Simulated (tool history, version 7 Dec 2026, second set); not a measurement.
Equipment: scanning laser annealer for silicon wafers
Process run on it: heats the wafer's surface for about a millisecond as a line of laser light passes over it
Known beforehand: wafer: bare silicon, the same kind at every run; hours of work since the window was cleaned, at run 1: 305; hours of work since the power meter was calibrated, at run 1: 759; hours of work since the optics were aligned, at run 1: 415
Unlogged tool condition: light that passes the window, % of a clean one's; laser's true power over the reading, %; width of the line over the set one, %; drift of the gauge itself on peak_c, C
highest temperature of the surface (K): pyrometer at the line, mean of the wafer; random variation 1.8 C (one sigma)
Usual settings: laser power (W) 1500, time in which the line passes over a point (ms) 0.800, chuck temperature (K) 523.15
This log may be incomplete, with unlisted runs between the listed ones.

run	day	laser power (W)	time in which the line passes over a point (ms)	chuck temperature (K)	hours of work since the window was cleaned	hours of work since the power meter was calibrated	hours of work since the optics were aligned	highest temperature of the surface (K)
1	0.000	1500	0.800	523.15	305	759	415	1190.15
2	0.867	1500	0.800	512.15	318	772	428	1180.15
3	1.808	1500	0.800	512.15	332	787	442	1181.15
4	2.812	1500	0.800	512.15	348	802	458	1174.15
5	3.683	1500	0.800	535.15	361	815	471	1196.15
6	5.046	1500	0.740	523.15	381	836	491	1153.15
# day 6.071: window over the wafer cleaned
7	6.275	1500	0.817	523.15	3	853	509	1222.15
8	7.154	1500	0.817	523.15	16	866	522	1218.15
9	7.838	1500	0.817	523.15	27	877	533	1220.15
10	9.204	1500	0.817	523.15	48	898	553	1216.15
11	10.283	1500	0.800	523.15	64	914	570	1206.15
12	11.008	1500	0.601	523.15	75	925	581	1107.15
13	12.446	1500	0.800	523.15	97	947	602	1198.15
14	13.588	1469	0.800	523.15	114	964	620	1183.15
# day 13.904: optics aligned, line set to its width
15	15.154	1469	0.800	523.15	135	985	19	1177.15
16	16.325	1500	0.800	523.15	152	1002	37	1191.15
# day 17.088: optics aligned, line set to its width, once more
17	17.304	1500	0.800	523.15	164	1014	3	1210.15
18	18.258	1500	0.800	523.15	179	1029	18	1208.15
19	19.129	1500	0.800	523.15	192	1042	31	1209.15
20	20.575	1500	0.800	523.15	214	1064	53	1206.15
21	21.971	1292	0.800	555.15	235	1085	74	1125.15
22	23.083	1351	0.800	549.15	252	1102	91	1151.15
23	24.462	1351	0.800	549.15	273	1123	112	1148.15
24	25.225	1455	0.712	562.15	284	1134	123	1173.15
25	25.867	1455	0.694	562.15	294	1144	133	1163.15
26	26.562	1627	0.725	514.15	305	1155	144	1210.15
27	27.425	1627	0.725	514.15	318	1168	157	1211.15
28	28.821	1503	0.581	540.15	339	1189	178	1097.15
29	29.421	1503	0.581	540.15	348	1198	187	1098.15
30	30.371	1502	0.934	548.15	362	1212	202	1273.15
31	31.733	1502	0.934	548.15	383	1233	222	1270.15
# day 32.596: window over the wafer cleaned
32	32.983	1502	0.934	548.15	6	1251	240	1310.15
33	33.742	1500	0.800	531.15	17	1262	251	1230.15
34	34.608	1500	0.833	531.15	31	1275	265	1240.15

The next listed run, before its measurement:
35	35.954	1521	0.954	485.15	51	1296	285	?

highest temperature of the surface (K): 1260.15
Take away the tool's hidden state, keep the run-to-run variation as it was, and the same run would have given highest temperature of the surface (K) 1282.15.
